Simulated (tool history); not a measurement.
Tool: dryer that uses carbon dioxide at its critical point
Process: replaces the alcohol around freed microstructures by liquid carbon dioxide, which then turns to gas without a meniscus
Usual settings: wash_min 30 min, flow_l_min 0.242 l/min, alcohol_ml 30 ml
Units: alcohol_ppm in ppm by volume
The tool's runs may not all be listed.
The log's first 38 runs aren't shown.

run,hour,wash_min,flow_l_min,alcohol_ml,hours of work since the filter was changed,hours of work since the purifier's bed was changed,alcohol_ppm
39,261.8,23,0.153,26,370,401,1393
40,266.8,36,0.253,30,373,405,74
41,275.6,30,0.179,30,379,410,395
42,281.3,30,0.160,33,382,414,649
43,285.8,30,0.250,30,385,417,123
44,294.4,30,0.250,30,391,423,129
45,300.9,30,0.250,30,395,427,132
46,309.2,23,0.250,53,401,432,552
47,318.5,19,0.250,53,407,438,1157

3 ways to go on from here, each from the tool as it stands after run 47. What would each give?
A,323.6,31,0.284,70,410,442,?
B,323.6,19,0.303,28,410,442,?
C,323.6,30,0.170,30,410,442,?

run,alcohol_ppm
A,116
B,316
C,488
Without the tool's hidden state the same runs would have given:
run,alcohol_ppm
A,35
B,197
C,337
